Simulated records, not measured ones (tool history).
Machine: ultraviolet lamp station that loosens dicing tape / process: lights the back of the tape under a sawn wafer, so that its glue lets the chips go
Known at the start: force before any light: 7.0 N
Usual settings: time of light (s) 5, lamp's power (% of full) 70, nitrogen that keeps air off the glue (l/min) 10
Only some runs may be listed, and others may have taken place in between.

run,day,time of light (s),lamp's power (% of full),nitrogen that keeps air off the glue (l/min),force that peels the tape off (N),light that reached the tape (mJ/cm2)
1,0.000,5,70,10,0.348,297
2,1.125,5,70,10,0.340,299
3,3.433,5,70,10,0.358,295
4,4.750,5,75,10,0.294,318
5,6.012,5,75,10,0.292,319
6,7.212,5,93,10,0.176,395
7,9.342,5,70,12,0.280,297
8,11.362,5,70,12,0.288,306
9,12.875,5,70,7,0.504,302
10,13.954,5,70,8,0.426,296
11,15.604,5,70,8,0.423,302
12,16.871,2,70,10,1.939,116
13,18.904,2,93,10,1.290,153
14,21.004,7,82,5,0.200,489
15,22.475,4,81,5,0.796,276
16,24.829,2,94,5,1.914,162
17,26.712,2,94,5,1.941,159
# day 27.271: window cleaned of glue's vapour
18,28.388,5,78,10,0.271,333
# day 29.042: lamp changed
19,30.571,6,70,5,0.436,361
20,32.208,6,70,5,0.447,353
21,34.171,8,70,10,0.126,478
22,35.921,5,65,6,0.681,279
23,36.954,2,89,12,1.246,154
24,38.088,2,89,12,1.230,152

Branching from run 24: 5 alternative next runs. What would each branch give?
A,40.233,4,71,3,?,?
B,40.233,3,89,6,?,?
C,40.233,2,89,6,?,?
D,40.233,3,70,5,?,?
E,40.233,3,81,5,?,?

run,force that peels the tape off (N),light that reached the tape (mJ/cm2)
A,1.429,244
B,0.959,230
C,1.832,151
D,1.597,182
E,1.321,207
Take away the tool's hidden state, keep each run's random variation, and the runs would have read:
run,force that peels the tape off (N),light that reached the tape (mJ/cm2)
A,1.427,244
B,0.957,230
C,1.830,152
D,1.595,182
E,1.319,207
